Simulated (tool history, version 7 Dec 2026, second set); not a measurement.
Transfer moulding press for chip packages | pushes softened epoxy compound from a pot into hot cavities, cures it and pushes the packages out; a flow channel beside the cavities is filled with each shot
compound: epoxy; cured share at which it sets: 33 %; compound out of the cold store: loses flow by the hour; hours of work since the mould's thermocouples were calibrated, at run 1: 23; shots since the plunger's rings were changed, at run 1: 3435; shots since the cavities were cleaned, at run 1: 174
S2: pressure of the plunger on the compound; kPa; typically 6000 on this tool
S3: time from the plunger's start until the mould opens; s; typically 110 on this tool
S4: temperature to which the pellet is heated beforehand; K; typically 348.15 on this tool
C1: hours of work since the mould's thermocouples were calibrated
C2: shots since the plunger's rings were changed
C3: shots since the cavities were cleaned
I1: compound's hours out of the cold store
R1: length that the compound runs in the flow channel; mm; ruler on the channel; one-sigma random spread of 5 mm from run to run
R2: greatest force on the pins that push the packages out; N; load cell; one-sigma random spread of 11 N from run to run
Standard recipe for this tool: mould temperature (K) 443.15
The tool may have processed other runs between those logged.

{"run": 1, "hour": 0.0, "mould temperature (K)": 443.15, "S2": 6000, "S3": 110, "S4": 348.15, "C1": 23, "C2": 3435, "C3": 174, "I1": 20.2, "R1": 644, "R2": 593}
{"run": 2, "hour": 25.1, "mould temperature (K)": 443.15, "S2": 6000, "S3": 110, "S4": 352.15, "C1": 37, "C2": 3640, "C3": 379, "I1": 25.8, "R1": 621, "R2": 637}
{"run": 3, "hour": 66.6, "mould temperature (K)": 443.15, "S2": 6000, "S3": 110, "S4": 348.15, "C1": 59, "C2": 3978, "C3": 717, "I1": 34.3, "R1": 598, "R2": 712}
{"hour": 71.0, "done": "cavities cleaned with cleaning compound and waxed"}
{"hour": 79.1, "done": "plunger's sealing rings changed"}
{"run": 4, "hour": 105.9, "mould temperature (K)": 443.15, "S2": 6000, "S3": 110, "S4": 348.15, "C1": 77, "C2": 219, "C3": 265, "I1": 18.7, "R1": 665, "R2": 614}
{"run": 5, "hour": 142.3, "mould temperature (K)": 443.15, "S2": 6000, "S3": 110, "S4": 348.15, "C1": 97, "C2": 515, "C3": 561, "I1": 17.2, "R1": 662, "R2": 694}
{"hour": 164.1, "done": "cavities cleaned with cleaning compound and waxed"}
{"run": 6, "hour": 164.1, "mould temperature (K)": 443.15, "S2": 6000, "S3": 100, "S4": 348.15, "C1": 108, "C2": 681, "C3": 0, "I1": 38.6, "R1": 612, "R2": 569}
{"run": 7, "hour": 196.4, "mould temperature (K)": 443.15, "S2": 6000, "S3": 100, "S4": 348.15, "C1": 125, "C2": 945, "C3": 264, "I1": 10, "R1": 678, "R2": 729}
{"run": 8, "hour": 233.6, "mould temperature (K)": 438.15, "S2": 6000, "S3": 100, "S4": 348.15, "C1": 145, "C2": 1248, "C3": 567, "I1": 31.9, "R1": 633, "R2": 1136}
{"hour": 256.2, "done": "cavities cleaned with cleaning compound and waxed"}
{"run": 9, "hour": 264.2, "mould temperature (K)": 438.15, "S2": 6000, "S3": 100, "S4": 348.15, "C1": 160, "C2": 1485, "C3": 65, "I1": 20.9, "R1": 670, "R2": 864}
{"run": 10, "hour": 300.9, "mould temperature (K)": 440.15, "S2": 6000, "S3": 100, "S4": 348.15, "C1": 180, "C2": 1784, "C3": 364, "I1": 8.1, "R1": 684, "R2": 919}
{"hour": 304.8, "done": "mould's thermocouples calibrated"}
{"run": 11, "hour": 339.1, "mould temperature (K)": 440.15, "S2": 7190, "S3": 107, "S4": 348.15, "C1": 18, "C2": 2080, "C3": 660, "I1": 10.2, "R1": 729, "R2": 842}
{"hour": 349.1, "done": "cavities cleaned with cleaning compound and waxed"}
{"run": 12, "hour": 366.0, "mould temperature (K)": 445.15, "S2": 6090, "S3": 110, "S4": 345.15, "C1": 32, "C2": 2287, "C3": 138, "I1": 24.3, "R1": 626, "R2": 525}
{"run": 13, "hour": 386.4, "mould temperature (K)": 446.15, "S2": 6000, "S3": 110, "S4": 348.15, "C1": 43, "C2": 2454, "C3": 305, "I1": 8.4, "R1": 664, "R2": 575}
{"run": 14, "hour": 405.1, "mould temperature (K)": 443.15, "S2": 6480, "S3": 110, "S4": 348.15, "C1": 53, "C2": 2606, "C3": 457, "I1": 43.1, "R1": 611, "R2": 640}
{"run": 15, "hour": 427.8, "mould temperature (K)": 435.15, "S2": 4780, "S3": 108, "S4": 348.15, "C1": 65, "C2": 2791, "C3": 642, "I1": 29.2, "R1": 576, "R2": 1207}
{"hour": 439.2, "done": "cavities cleaned with cleaning compound and waxed"}
{"run": 16, "hour": 454.9, "mould temperature (K)": 447.15, "S2": 5780, "S3": 110, "S4": 348.15, "C1": 78, "C2": 3000, "C3": 128, "I1": 44.6, "R1": 560, "R2": 524}
{"run": 17, "hour": 490.9, "mould temperature (K)": 447.15, "S2": 5780, "S3": 110, "S4": 348.15, "C1": 97, "C2": 3294, "C3": 422, "I1": 25.7, "R1": 593, "R2": 600}
{"hour": 498.2, "done": "mould's thermocouples calibrated, once more"}
{"hour": 531.3, "done": "cavities cleaned with cleaning compound and waxed"}
{"run": 18, "hour": 533.2, "mould temperature (K)": 443.15, "S2": 5670, "S3": 110, "S4": 348.15, "C1": 18, "C2": 3611, "C3": 16, "I1": 41.4, "R1": 569, "R2": 523}
{"run": 19, "hour": 566.5, "mould temperature (K)": 443.15, "S2": 6090, "S3": 110, "S4": 348.15, "C1": 36, "C2": 3882, "C3": 287, "I1": 26.2, "R1": 619, "R2": 647}

5 options for the next run, each taken on its own from the tool as it stands now. Forecast them:
{"hour": 588.8, "done": "plunger's sealing rings changed"}
{"run": "A", "hour": 606.0, "mould temperature (K)": 443.15, "S2": 6000, "S3": 110, "S4": 342.15, "C1": 55, "C2": 141, "C3": 589, "I1": 9.2, "R1": "?", "R2": "?"}
{"hour": 588.8, "done": "plunger's sealing rings changed"}
{"run": "B", "hour": 606.0, "mould temperature (K)": 451.15, "S2": 5030, "S3": 110, "S4": 347.15, "C1": 55, "C2": 141, "C3": 589, "I1": 11.5, "R1": "?", "R2": "?"}
{"hour": 588.8, "done": "plunger's sealing rings changed"}
{"run": "C", "hour": 606.0, "mould temperature (K)": 443.15, "S2": 5970, "S3": 110, "S4": 357.15, "C1": 55, "C2": 141, "C3": 589, "I1": 28, "R1": "?", "R2": "?"}
{"hour": 588.8, "done": "plunger's sealing rings changed"}
{"run": "D", "hour": 606.0, "mould temperature (K)": 443.15, "S2": 6000, "S3": 96, "S4": 352.15, "C1": 55, "C2": 141, "C3": 589, "I1": 34.3, "R1": "?", "R2": "?"}
{"hour": 588.8, "done": "plunger's sealing rings changed"}
{"run": "E", "hour": 606.0, "mould temperature (K)": 443.15, "S2": 5500, "S3": 110, "S4": 348.15, "C1": 55, "C2": 141, "C3": 589, "I1": 27.6, "R1": "?", "R2": "?"}

run=A R1=688 R2=734
run=B R1=603 R2=635
run=C R1=636 R2=676
run=D R1=629 R2=856
run=E R1=615 R2=721
Without the tool's hidden state the same runs would have given:
run=A R1=690 R2=536
run=B R1=605 R2=463
run=C R1=638 R2=493
run=D R1=631 R2=627
run=E R1=617 R2=527

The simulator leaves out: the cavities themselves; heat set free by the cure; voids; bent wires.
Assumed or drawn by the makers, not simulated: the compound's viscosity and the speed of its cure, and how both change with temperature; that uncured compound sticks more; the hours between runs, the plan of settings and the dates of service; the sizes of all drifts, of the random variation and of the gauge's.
